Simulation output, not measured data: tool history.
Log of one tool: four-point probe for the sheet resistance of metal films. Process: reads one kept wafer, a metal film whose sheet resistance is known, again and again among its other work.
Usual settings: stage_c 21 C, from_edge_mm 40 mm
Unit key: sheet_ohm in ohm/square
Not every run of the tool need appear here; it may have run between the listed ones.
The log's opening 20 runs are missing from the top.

run     day  stage_c  from_edge_mm  touches since the probe head was changed  hours of work since the stage's thermometer was calibrated  sheet_ohm
 21  17.108       21            40                                     34119                                                         313   3.380874
 22  17.667       21            40                                     34493                                                         323   3.379783
 23  18.454       21            40                                     35021                                                         337   3.381865
 24  19.275       21            40                                     35569                                                         352   3.380314
 25  20.308       28             3                                     36261                                                         371   3.446117
 26  21.083       28             3                                     36781                                                         386   3.444792
 27  22.104       28            14                                     37465                                                         404   3.370527
 28  22.608       23            40                                     37801                                                         414   3.376001
 29  23.629       31            67                                     38486                                                         433   3.360916
 30  24.438       31            67                                     39027                                                         447   3.360180
 31  25.471       22            40                                     39718                                                         466   3.379703
 32  26.483       19            42                                     40398                                                         485   3.384438
 33  27.462       19            42                                     41051                                                         503   3.386423
 34  28.262       29            62                                     41586                                                         518   3.365254

For run 35, what comes out?
 35  28.704       29            62                                     41883                                                         526          ?

sheet_ohm: 3.365607 ohm/square
If the tool had no hidden condition, the same run with the same run-to-run variation would have returned sheet_ohm 3.365230 ohm/square.

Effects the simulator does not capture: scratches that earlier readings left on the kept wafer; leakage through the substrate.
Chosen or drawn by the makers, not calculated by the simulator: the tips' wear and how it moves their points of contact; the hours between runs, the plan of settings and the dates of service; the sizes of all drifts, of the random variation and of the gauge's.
